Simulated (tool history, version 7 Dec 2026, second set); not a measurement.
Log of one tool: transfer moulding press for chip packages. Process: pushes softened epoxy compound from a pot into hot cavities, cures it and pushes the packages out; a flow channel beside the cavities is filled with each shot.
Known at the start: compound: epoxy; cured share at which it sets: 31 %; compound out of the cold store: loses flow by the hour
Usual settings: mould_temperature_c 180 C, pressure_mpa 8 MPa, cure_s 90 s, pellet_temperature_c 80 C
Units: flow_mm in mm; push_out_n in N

run     day  mould_temperature_c  pressure_mpa  cure_s  pellet_temperature_c  incoming compound's hours out of the cold store  flow_mm  push_out_n
  1       0                  180             8      90                    80                                             14.1      688         763
  2   0.304                  180             8      90                    80                                             39.6      598         675
  3   0.921                  180          7.03      90                    80                                             43.5      549         670
      1.212  -- cavities cleaned with cleaning compound and waxed
  4   1.375                  180          7.03      90                    80                                             47.5      538         648
  5   1.754                  180          7.03      90                    80                                             12.5      660         760
  6    2.15                  180          7.03      90                    80                                             40.7      555         673
  7   2.483                  180          7.03      90                    80                                             17.1      640         729
  8    2.95                  180          7.03      90                    80                                             36.6      571         694
  9   3.392                  180          7.03      90                    80                                             15.1      650         762
      3.512  -- cavities cleaned with cleaning compound and waxed
 10   3.896                  173          7.03      90                    80                                             18.7      654        1188
 11   4.542                  173          7.03      90                    80                                               28      619        1220
      4.929  -- plunger's sealing rings changed
 12   5.338                  173          6.02      86                    74                                             10.3      638        1458
 13   5.738                  180          9.44      93                    80                                             23.3      712         667
      5.917  -- cavities cleaned with cleaning compound and waxed
 14   6.392                  180           6.6      90                    80                                             19.1      609         752
 15   6.979                  182             8      93                    80                                             28.7      625         567
 16   7.367                  180             8      76                    88                                               12      710        1090
 17   7.921                  180             8      76                    88                                             40.2      590         998
      8.192  -- cavities cleaned with cleaning compound and waxed
 18   8.429                  180             8      76                    88                                               47      569         977
 19   8.971                  180           6.8      90                    80                                               35      565         661
 20   9.654                  182          7.04      90                    86                                             39.9      553         553
 21  10.204                  180             8     104                    80                                             15.4      683         521
     10.496  -- cavities cleaned with cleaning compound and waxed
 22  10.938                  180             8     104                    80                                             20.7      668         544

3 ways to go on from here, each from the tool as it stands after run 22. What would each give?
  A  11.488                  180          9.31     104                    85                                               45        ?           ?
  B  11.488                  180          7.83     104                    80                                             46.7        ?           ?
  C  11.488                  175             8      71                    80                                             22.9        ?           ?

run  flow_mm  push_out_n
  A      626         492
  B      568         497
  C      675        1663
Without the tool's hidden state the same runs would have given:
run  flow_mm  push_out_n
  A      626         487
  B      568         492
  C      675        1647

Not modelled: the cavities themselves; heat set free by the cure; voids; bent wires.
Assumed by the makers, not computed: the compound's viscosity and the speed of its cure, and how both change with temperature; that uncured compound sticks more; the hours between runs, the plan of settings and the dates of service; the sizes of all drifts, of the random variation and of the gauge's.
